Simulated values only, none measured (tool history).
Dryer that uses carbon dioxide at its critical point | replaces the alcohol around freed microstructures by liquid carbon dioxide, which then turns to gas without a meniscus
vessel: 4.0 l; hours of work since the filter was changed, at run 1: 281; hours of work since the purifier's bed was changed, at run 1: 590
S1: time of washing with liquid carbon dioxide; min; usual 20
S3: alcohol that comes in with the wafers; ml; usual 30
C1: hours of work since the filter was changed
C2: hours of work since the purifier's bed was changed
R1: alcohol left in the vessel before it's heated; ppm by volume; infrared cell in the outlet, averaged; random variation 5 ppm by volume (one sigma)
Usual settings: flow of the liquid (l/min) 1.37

run 1 hour=0.0 | S1=20 flow_of_the_liquid_(l/min)=1.37 S3=30 | C1=281 C2=590 | R1=90
run 2 hour=11.9 | S1=20 flow_of_the_liquid_(l/min)=1.37 S3=30 | C1=289 C2=598 | R1=98
run 3 hour=35.2 | S1=20 flow_of_the_liquid_(l/min)=1.37 S3=30 | C1=305 C2=614 | R1=93
run 4 hour=58.2 | S1=20 flow_of_the_liquid_(l/min)=1.37 S3=30 | C1=320 C2=630 | R1=98
run 5 hour=71.0 | S1=20 flow_of_the_liquid_(l/min)=1.37 S3=30 | C1=329 C2=638 | R1=94
run 6 hour=87.5 | S1=20 flow_of_the_liquid_(l/min)=1.37 S3=30 | C1=340 C2=649 | R1=97
run 7 hour=99.1 | S1=20 flow_of_the_liquid_(l/min)=1.37 S3=30 | C1=348 C2=657 | R1=101
run 8 hour=111.7 | S1=20 flow_of_the_liquid_(l/min)=1.37 S3=30 | C1=357 C2=666 | R1=104
run 9 hour=129.8 | S1=20 flow_of_the_liquid_(l/min)=1.37 S3=30 | C1=369 C2=678 | R1=103
run 10 hour=151.4 | S1=20 flow_of_the_liquid_(l/min)=1.37 S3=30 | C1=384 C2=693 | R1=108
-- hour=154.0 inlet filter changed
run 11 hour=170.7 | S1=20 flow_of_the_liquid_(l/min)=1.37 S3=30 | C1=11 C2=705 | R1=58
run 12 hour=180.8 | S1=20 flow_of_the_liquid_(l/min)=1.37 S3=30 | C1=18 C2=712 | R1=74
run 13 hour=195.1 | S1=20 flow_of_the_liquid_(l/min)=1.37 S3=30 | C1=28 C2=722 | R1=67
run 14 hour=217.6 | S1=20 flow_of_the_liquid_(l/min)=1.37 S3=30 | C1=43 C2=737 | R1=70
run 15 hour=235.8 | S1=20 flow_of_the_liquid_(l/min)=1.37 S3=30 | C1=55 C2=749 | R1=69
run 16 hour=256.8 | S1=20 flow_of_the_liquid_(l/min)=1.37 S3=30 | C1=70 C2=764 | R1=75
run 17 hour=269.1 | S1=20 flow_of_the_liquid_(l/min)=1.37 S3=30 | C1=78 C2=772 | R1=71
run 18 hour=279.3 | S1=20 flow_of_the_liquid_(l/min)=1.37 S3=30 | C1=85 C2=779 | R1=83
run 19 hour=302.6 | S1=20 flow_of_the_liquid_(l/min)=1.37 S3=30 | C1=101 C2=795 | R1=74
run 20 hour=312.4 | S1=20 flow_of_the_liquid_(l/min)=1.37 S3=30 | C1=107 C2=801 | R1=73
run 21 hour=332.7 | S1=20 flow_of_the_liquid_(l/min)=2.23 S3=30 | C1=121 C2=815 | R1=40
run 22 hour=353.4 | S1=20 flow_of_the_liquid_(l/min)=1.37 S3=30 | C1=135 C2=829 | R1=83
run 23 hour=367.0 | S1=20 flow_of_the_liquid_(l/min)=1.37 S3=30 | C1=144 C2=838 | R1=81
run 24 hour=383.5 | S1=20 flow_of_the_liquid_(l/min)=1.37 S3=30 | C1=155 C2=849 | R1=84
run 25 hour=395.2 | S1=13 flow_of_the_liquid_(l/min)=1.00 S3=30 | C1=163 C2=857 | R1=676
run 26 hour=408.1 | S1=15 flow_of_the_liquid_(l/min)=1.00 S3=58 | C1=172 C2=866 | R1=865
-- hour=415.8 purifier's bed changed
run 27 hour=433.3 | S1=20 flow_of_the_liquid_(l/min)=1.57 S3=30 | C1=187 C2=12 | R1=29
run 28 hour=452.1 | S1=27 flow_of_the_liquid_(l/min)=1.30 S3=50 | C1=200 C2=25 | R1=26
run 29 hour=468.6 | S1=16 flow_of_the_liquid_(l/min)=1.42 S3=101 | C1=211 C2=36 | R1=363
run 30 hour=492.1 | S1=31 flow_of_the_liquid_(l/min)=1.24 S3=30 | C1=227 C2=52 | R1=25
run 31 hour=505.6 | S1=19 flow_of_the_liquid_(l/min)=1.37 S3=30 | C1=236 C2=61 | R1=85
run 32 hour=515.9 | S1=19 flow_of_the_liquid_(l/min)=1.37 S3=30 | C1=243 C2=68 | R1=76
run 33 hour=538.1 | S1=23 flow_of_the_liquid_(l/min)=1.58 S3=30 | C1=258 C2=83 | R1=17
run 34 hour=549.4 | S1=23 flow_of_the_liquid_(l/min)=1.96 S3=92 | C1=266 C2=91 | R1=26
run 35 hour=570.9 | S1=23 flow_of_the_liquid_(l/min)=1.96 S3=92 | C1=280 C2=105 | R1=11
run 36 hour=585.6 | S1=23 flow_of_the_liquid_(l/min)=1.96 S3=92 | C1=290 C2=115 | R1=29
run 37 hour=609.4 | S1=23 flow_of_the_liquid_(l/min)=1.81 S3=92 | C1=306 C2=131 | R1=26
run 38 hour=626.0 | S1=20 flow_of_the_liquid_(l/min)=2.11 S3=30 | C1=318 C2=142 | R1=10
run 39 hour=638.3 | S1=20 flow_of_the_liquid_(l/min)=1.07 S3=93 | C1=326 C2=151 | R1=550
run 40 hour=648.9 | S1=20 flow_of_the_liquid_(l/min)=1.07 S3=93 | C1=333 C2=158 | R1=530
run 41 hour=665.2 | S1=20 flow_of_the_liquid_(l/min)=1.28 S3=30 | C1=344 C2=169 | R1=104
run 42 hour=682.3 | S1=28 flow_of_the_liquid_(l/min)=1.37 S3=38 | C1=356 C2=181 | R1=23
run 43 hour=701.2 | S1=16 flow_of_the_liquid_(l/min)=1.05 S3=30 | C1=369 C2=193 | R1=421
run 44 hour=715.6 | S1=24 flow_of_the_liquid_(l/min)=1.23 S3=35 | C1=378 C2=203 | R1=73
-- hour=725.6 inlet filter changed
run 45 hour=726.5 | S1=22 flow_of_the_liquid_(l/min)=1.37 S3=41 | C1=1 C2=210 | R1=42
run 46 hour=738.5 | S1=22 flow_of_the_liquid_(l/min)=0.87 S3=104 | C1=9 C2=218 | R1=514
run 47 hour=753.7 | S1=18 flow_of_the_liquid_(l/min)=0.95 S3=117 | C1=19 C2=228 | R1=924

Forecast each of these 3 alternatives for the next run:
run A hour=767.9 | S1=24 flow_of_the_liquid_(l/min)=0.85 S3=33 | C1=29 C2=238 | R1=?
run B hour=767.9 | S1=20 flow_of_the_liquid_(l/min)=1.37 S3=47 | C1=29 C2=238 | R1=?
run C hour=767.9 | S1=20 flow_of_the_liquid_(l/min)=1.37 S3=27 | C1=29 C2=238 | R1=?

run=A R1=145
run=B R1=63
run=C R1=45
Without the tool's hidden state the same runs would have given:
run=A R1=123
run=B R1=46
run=C R1=30
